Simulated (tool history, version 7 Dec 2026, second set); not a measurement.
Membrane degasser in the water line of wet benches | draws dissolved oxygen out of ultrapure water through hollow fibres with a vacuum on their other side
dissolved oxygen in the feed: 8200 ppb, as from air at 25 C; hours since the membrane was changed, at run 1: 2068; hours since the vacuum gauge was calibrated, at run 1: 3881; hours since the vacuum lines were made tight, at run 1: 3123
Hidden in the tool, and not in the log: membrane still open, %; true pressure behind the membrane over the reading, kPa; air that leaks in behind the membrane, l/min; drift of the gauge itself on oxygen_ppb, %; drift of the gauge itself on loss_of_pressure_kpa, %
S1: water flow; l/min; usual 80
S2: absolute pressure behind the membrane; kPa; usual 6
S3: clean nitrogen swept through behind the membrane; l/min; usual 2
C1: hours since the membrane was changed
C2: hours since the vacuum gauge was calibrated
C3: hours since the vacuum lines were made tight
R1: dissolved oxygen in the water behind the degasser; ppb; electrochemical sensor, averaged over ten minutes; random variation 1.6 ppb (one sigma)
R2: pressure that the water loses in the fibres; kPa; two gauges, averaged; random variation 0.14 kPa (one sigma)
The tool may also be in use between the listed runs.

run 1 hour=0 | S1=80 S2=6 S3=2 | C1=2068 C2=3881 C3=3123 | R1=242 R2=31.17
run 2 hour=55.2 | S1=70 S2=6 S3=2 | C1=2123 C2=3936 C3=3178 | R1=216 R2=27.24
run 3 hour=126.8 | S1=70 S2=6 S3=2 | C1=2195 C2=4007 C3=3250 | R1=213.3 R2=27.3
run 4 hour=192.1 | S1=70 S2=8.62 S3=2 | C1=2260 C2=4073 C3=3315 | R1=387.4 R2=27.24
run 5 hour=231.3 | S1=70 S2=8.62 S3=2 | C1=2300 C2=4112 C3=3354 | R1=395.6 R2=27.03
run 6 hour=269.2 | S1=70 S2=8.62 S3=1.3 | C1=2337 C2=4150 C3=3392 | R1=539.6 R2=27.03
run 7 hour=319.5 | S1=70 S2=8.62 S3=1.3 | C1=2388 C2=4200 C3=3442 | R1=539.2 R2=27.12
run 8 hour=369.6 | S1=70 S2=8.62 S3=1.3 | C1=2438 C2=4250 C3=3493 | R1=543.6 R2=27.33
run 9 hour=410.5 | S1=70 S2=8.62 S3=1.3 | C1=2479 C2=4291 C3=3533 | R1=541.2 R2=27.29
run 10 hour=477.1 | S1=70 S2=8.62 S3=1.3 | C1=2545 C2=4358 C3=3600 | R1=541.2 R2=27.35
run 11 hour=532.9 | S1=70 S2=8.62 S3=1.3 | C1=2601 C2=4414 C3=3656 | R1=550.3 R2=27.3
run 12 hour=572.8 | S1=80 S2=6 S3=1.96 | C1=2641 C2=4453 C3=3696 | R1=249.2 R2=31.07
run 13 hour=650.1 | S1=62 S2=6 S3=2.25 | C1=2718 C2=4531 C3=3773 | R1=174.9 R2=24.36
run 14 hour=702.3 | S1=66 S2=7.12 S3=2.3 | C1=2771 C2=4583 C3=3825 | R1=250.8 R2=25.96
run 15 hour=736.3 | S1=66 S2=7.12 S3=2.3 | C1=2805 C2=4617 C3=3859 | R1=250.2 R2=25.75
run 16 hour=779.3 | S1=54 S2=5.65 S3=1.7 | C1=2848 C2=4660 C3=3902 | R1=173.4 R2=20.99
run 17 hour=858.4 | S1=59 S2=6 S3=1.15 | C1=2927 C2=4739 C3=3981 | R1=287.4 R2=23.01
run 18 hour=894.1 | S1=111 S2=6 S3=0.86 | C1=2962 C2=4775 C3=4017 | R1=550.1 R2=42.92
run 19 hour=939.8 | S1=80 S2=9.86 S3=2 | C1=3008 C2=4820 C3=4063 | R1=535 R2=30.94
run 20 hour=1011.5 | S1=69 S2=4.63 S3=2 | C1=3080 C2=4892 C3=4134 | R1=121.1 R2=26.81
run 21 hour=1056.2 | S1=80 S2=11.67 S3=3.81 | C1=3124 C2=4937 C3=4179 | R1=399.5 R2=31.33
run 22 hour=1110.7 | S1=60 S2=11.67 S3=1.27 | C1=3179 C2=4991 C3=4234 | R1=741.6 R2=23.63
run 23 hour=1177 | S1=60 S2=11.67 S3=1.27 | C1=3245 C2=5058 C3=4300 | R1=735.6 R2=23.46

Some steps in R1 between neighbouring runs. How much of each would the tool show without its hidden state too (settings, what came in, random variation), and how much is left for the hidden state, with any gauge scatter that isn't in both results?
Run 17 -> 18: S1 59 -> 111, S3 1.15 -> 0.86. R1 +262.7 ppb: hidden state +17.2, all else +245.5.
Run 18 -> 19: S1 111 -> 80, S2 6 -> 9.86, S3 0.86 -> 2. R1 -15.1 ppb: hidden state -20.7, all else +5.6.
Run 19 -> 20: S1 80 -> 69, S2 9.86 -> 4.63. R1 -413.9 ppb: hidden state -0.7, all else -413.2.
Run 21 -> 22: S1 80 -> 60, S3 3.81 -> 1.27. R1 +342.1 ppb: hidden state +7.8, all else +334.3.
